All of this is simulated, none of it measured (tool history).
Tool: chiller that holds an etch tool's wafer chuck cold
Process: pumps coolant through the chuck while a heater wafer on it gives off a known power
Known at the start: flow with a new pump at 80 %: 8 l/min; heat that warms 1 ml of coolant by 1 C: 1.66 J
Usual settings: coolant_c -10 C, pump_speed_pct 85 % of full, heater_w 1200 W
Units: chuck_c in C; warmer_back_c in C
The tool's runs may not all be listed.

run	day	coolant_c	pump_speed_pct	heater_w	chuck_c	warmer_back_c
1	0	-10	85	1200	1.1	5.17
2	0.954	-10	77	1200	1.8	5.63
3	3.117	-10	77	1200	1.9	5.59
4	4.588	-10	85	1200	1.1	5.04
5	5.979	-10	85	1200	1.1	4.97
6	7.088	-10	85	1200	1.2	5.07
7	8.096	-10	85	1200	1.2	5.09
8	9.933	-10	85	1200	1	5.03
9	11.05	-10	85	1200	1.2	5.06
10	12.575	-10	67	1200	2.9	6.39
11	14.567	-3	62	1497	14	8.61
12	15.854	-18	66	633	-11.1	3.35
13	17.621	-19	83	1045	-9.4	4.38
14	19.171	-10	72	1080	1	5.31
# day 19.85: gauge calibrated
15	20.604	-3	72	1623	13.8	8.16
16	22.288	-20	75	1013	-10	4.84

Forecast run 17:
17	24.383	-20	75	1013	?	?

{"run 17": {"chuck_c": -10, "warmer_back_c": 4.83}}
Without the tool's hidden state the same run would have given chuck_c -10.1 C, warmer_back_c 4.86 C.
